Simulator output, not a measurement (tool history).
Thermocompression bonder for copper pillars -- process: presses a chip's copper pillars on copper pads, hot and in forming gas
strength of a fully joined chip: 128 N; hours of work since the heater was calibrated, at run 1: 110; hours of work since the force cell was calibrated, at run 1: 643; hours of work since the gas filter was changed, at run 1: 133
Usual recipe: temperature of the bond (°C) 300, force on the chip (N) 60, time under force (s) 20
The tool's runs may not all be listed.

run     day  temperature of the bond (°C)  force on the chip (N)  time under force (s)  hours of work since the heater was calibrated  hours of work since the force cell was calibrated  hours of work since the gas filter was changed  force that shears a chip off (N)
  1       0                           300                     60                    20                                            110                                                643                                             133                              63.5
  2   0.467                           300                     60                    29                                            115                                                649                                             139                              73.4
  3   0.942                           300                     60                    20                                            121                                                655                                             144                              63.6
  4   1.525                           300                     60                    20                                            128                                                662                                             151                              65.3
  5   1.862                           300                     60                    20                                            132                                                666                                             155                              64.7
  6    2.35                           300                     60                    20                                            138                                                671                                             161                              65.7
  7   2.817                           300                     60                    20                                            143                                                677                                             167                              62.4
  8   3.471                           300                     60                    38                                            151                                                685                                             175                              78.7
  9   3.904                           300                     38                    38                                            156                                                690                                             180                              56.7
 10   4.221                           300                     38                    38                                            160                                                694                                             184                              56.7
 11   4.829                           300                     38                    38                                            167                                                701                                             191                              55.4
 12   5.279                           300                     38                    38                                            173                                                707                                             196                              54.5
 13   5.804                           300                     38                    38                                            179                                                713                                             203                              54.5
 14   6.338                           300                     60                    20                                            185                                                719                                             209                              64.8
        6.6  -- force cell calibrated
 15   7.004                           300                     60                    20                                            193                                                  5                                             216                              67.9
 16   7.321                           300                     60                    20                                            196                                                  9                                             220                              68.9
 17   7.754                           300                     60                    20                                            202                                                 14                                             225                              68.8
 18   8.204                           300                     60                    20                                            207                                                 19                                             231                              68.3
 19   8.642                           300                     60                    20                                            212                                                 24                                             236                              67.7
 20   8.958                           300                     60                    20                                            216                                                 28                                             240                              69.4
 21   9.296                           300                     60                    20                                            220                                                 32                                             244                              68.9
 22   9.604                           298                     60                    33                                            224                                                 36                                             247                              79.5
 23  10.167                           312                     54                    27                                            231                                                 43                                             254                              74.6
 24  10.521                           297                     60                    19                                            235                                                 47                                             258                              65.2
 25  11.246                           282                     60                    53                                            244                                                 56                                             267                                82
 26  11.712                           282                     60                    53                                            249                                                 61                                             273                              80.7
 27  12.421                           282                     60                    53                                            258                                                 70                                             281                              80.3
 28  13.121                           300                     60                    14                                            266                                                 78                                             290                              60.9
 29  13.512                           300                     48                    43                                            271                                                 83                                             294                              72.8
 30  13.904                           300                     60                    16                                            275                                                 88                                             299                              61.9
 31  14.308                           300                     60                    16                                            280                                                 92                                             304                              63.9
 32  14.667                           300                     60                    16                                            285                                                 97                                             308                              64.1
 33  15.079                           300                     60                    16                                            289                                                102                                             313                                62
 34  15.462                           300                     60                    16                                            294                                                106                                             318                              64.1
 35  16.054                           330                     75                    20                                            301                                                113                                             325                              91.7
 36  16.767                           321                     37                    10                                            310                                                122                                             333                                40
 37  17.212                           300                     89                    20                                            315                                                127                                             339                              88.9
 38  17.896                           300                     49                    20                                            323                                                135                                             347                              57.1
 39  18.317                           300                     38                    35                                            328                                                140                                             352                                54

4 options for the next run, each taken on its own from the tool as it stands now. Forecast them:
  A  18.633                           308                     45                    19                                            332                                                144                                             356                                 ?
  B  18.633                           300                     39                    35                                            332                                                144                                             356                                 ?
  C  18.633                           300                     67                    20                                            332                                                144                                             356                                 ?
  D  18.633                           300                     88                    35                                            332                                                144                                             356                                 ?

run  force that shears a chip off (N)
  A                                55
  B                              56.7
  C                                70
  D                              98.9
The same runs, with their run-to-run variation unchanged, on a tool lacking any hidden condition would have given:
run  force that shears a chip off (N)
  A                              60.3
  B                              62.3
  C                              76.4
  D                             106.4

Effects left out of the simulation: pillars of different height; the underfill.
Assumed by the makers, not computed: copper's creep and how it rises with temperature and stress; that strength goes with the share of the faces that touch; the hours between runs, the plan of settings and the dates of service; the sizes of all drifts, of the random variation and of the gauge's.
